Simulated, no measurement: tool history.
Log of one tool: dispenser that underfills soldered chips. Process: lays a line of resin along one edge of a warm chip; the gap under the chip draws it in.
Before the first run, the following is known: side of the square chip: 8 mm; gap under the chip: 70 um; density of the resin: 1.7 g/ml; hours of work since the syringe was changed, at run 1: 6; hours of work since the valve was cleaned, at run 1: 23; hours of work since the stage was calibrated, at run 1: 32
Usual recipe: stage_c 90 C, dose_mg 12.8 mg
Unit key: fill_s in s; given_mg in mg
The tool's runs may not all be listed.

run,hour,stage_c,dose_mg,hours of work since the syringe was changed,hours of work since the valve was cleaned,hours of work since the stage was calibrated,fill_s,given_mg
1,0.0,90,12.8,6,23,32,19.9,12.74
# hour 3.2: new syringe of resin
2,5.1,82,12.8,1,26,36,20.8,12.70
3,10.0,80,12.8,5,30,40,27.7,12.60
# hour 13.6: new syringe of resin
4,15.7,80,12.8,2,34,44,23.4,12.58
5,20.9,80,12.8,6,38,48,27.6,12.72
# hour 24.0: new syringe of resin
6,25.2,80,12.8,1,41,51,22.1,12.68
7,29.2,80,12.8,4,44,54,25.3,12.55
8,32.6,82,12.8,7,47,56,28.1,12.47
# hour 34.4: new syringe of resin
9,36.9,82,12.8,2,50,59,22.1,12.61
10,42.0,90,16.3,6,54,63,20.9,15.97
# hour 44.9: new syringe of resin
11,47.5,90,16.3,2,58,67,16.5,15.95
12,51.9,90,13.8,5,61,71,19.7,13.51
# hour 53.6: dispensing valve cleaned and set on the balance
# hour 56.3: new syringe of resin
13,56.6,90,12.8,0,2,73,15.6,12.81
14,60.9,90,12.8,3,5,76,18.7,12.69
15,64.9,90,12.8,6,8,79,21.1,12.71
# hour 66.7: new syringe of resin
16,70.6,90,12.8,3,13,84,17.7,12.73
17,73.9,90,12.8,5,15,86,20.3,12.81

For run 18, what comes out?
# hour 77.1: new syringe of resin
18,79.2,90,12.8,2,19,90,?,?

fill_s: 15.5 s
given_mg: 12.65 mg
Take away the tool's hidden state, keep the run-to-run variation as it was, and the same run would have given fill_s 14.0 s, given_mg 12.77 mg.
